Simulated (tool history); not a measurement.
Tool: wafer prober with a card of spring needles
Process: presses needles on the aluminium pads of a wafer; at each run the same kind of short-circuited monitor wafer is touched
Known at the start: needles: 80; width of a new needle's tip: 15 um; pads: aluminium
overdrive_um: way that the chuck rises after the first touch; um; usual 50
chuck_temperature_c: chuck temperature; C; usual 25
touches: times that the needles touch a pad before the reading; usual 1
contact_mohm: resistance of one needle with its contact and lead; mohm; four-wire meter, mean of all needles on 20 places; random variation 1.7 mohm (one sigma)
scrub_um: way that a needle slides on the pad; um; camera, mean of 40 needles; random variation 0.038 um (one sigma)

run    day  overdrive_um  chuck_temperature_c  touches  contact_mohm  scrub_um
  1      0            50                   25        1           214      6.89
     0.238  -- tips cleaned on abrasive film
  2  0.617            50                   25        1           269      6.86
     0.733  -- tips cleaned on abrasive film
  3  1.096            50                   25        1           229      6.86
     1.179  -- tips cleaned on abrasive film
     1.625  -- tips cleaned on abrasive film
  4  1.679            50                   25        1           184      6.83
  5  2.046            50                   65        1           231      6.85
     2.104  -- tips cleaned on abrasive film
     2.238  -- tips cleaned on abrasive film, once more
     2.725  -- tips cleaned on abrasive film
  6  2.792            50                   25        1           186      6.86
     3.188  -- tips cleaned on abrasive film
  7    3.2            50                   25        1           182      6.88
     3.642  -- tips cleaned on abrasive film
  8   3.65            50                   25        2           177      6.79
  9  4.071            35                   25        3           218      4.79
     4.142  -- tips cleaned on abrasive film
     4.608  -- tips cleaned on abrasive film
 10  4.775            65                   39        2           181       8.9
     5.062  -- tips cleaned on abrasive film
 11  5.371            42                  108        2           227       5.7
     5.562  -- tips cleaned on abrasive film
 12  5.771            42                  108        2           220       5.7
     6.042  -- tips cleaned on abrasive film
     6.496  -- tips cleaned on abrasive film
 13  6.512            56                   25        2           179      7.72
     6.946  -- tips cleaned on abrasive film
 14  6.958            56                   25        2           174      7.59
     7.408  -- tips cleaned on abrasive film
 15  7.662            47                   50        2           208      6.28
     7.888  -- tips cleaned on abrasive film
     8.354  -- tips cleaned on abrasive film
 16  8.354            69                   50        2           175       9.4

Forecast each of these 5 alternatives for the next run:
     8.846  -- tips cleaned on abrasive film
  A  8.942            50                   88        1             ?         ?
     8.846  -- tips cleaned on abrasive film
  B  8.942            48                   25        1             ?         ?
     8.846  -- tips cleaned on abrasive film
  C  8.942            50                   25        2             ?         ?
     8.846  -- tips cleaned on abrasive film
  D  8.942            69                  124        2             ?         ?
     8.846  -- tips cleaned on abrasive film
  E  8.942            51                   30        1             ?         ?

run  contact_mohm  scrub_um
  A           203      6.71
  B           196      6.47
  C           188      6.77
  D           196      9.42
  E           194      6.89
Without the tool's hidden state the same runs would have given:
run  contact_mohm  scrub_um
  A           183       6.9
  B           173      6.66
  C           175      6.96
  D           189      9.61
  E           174      7.08
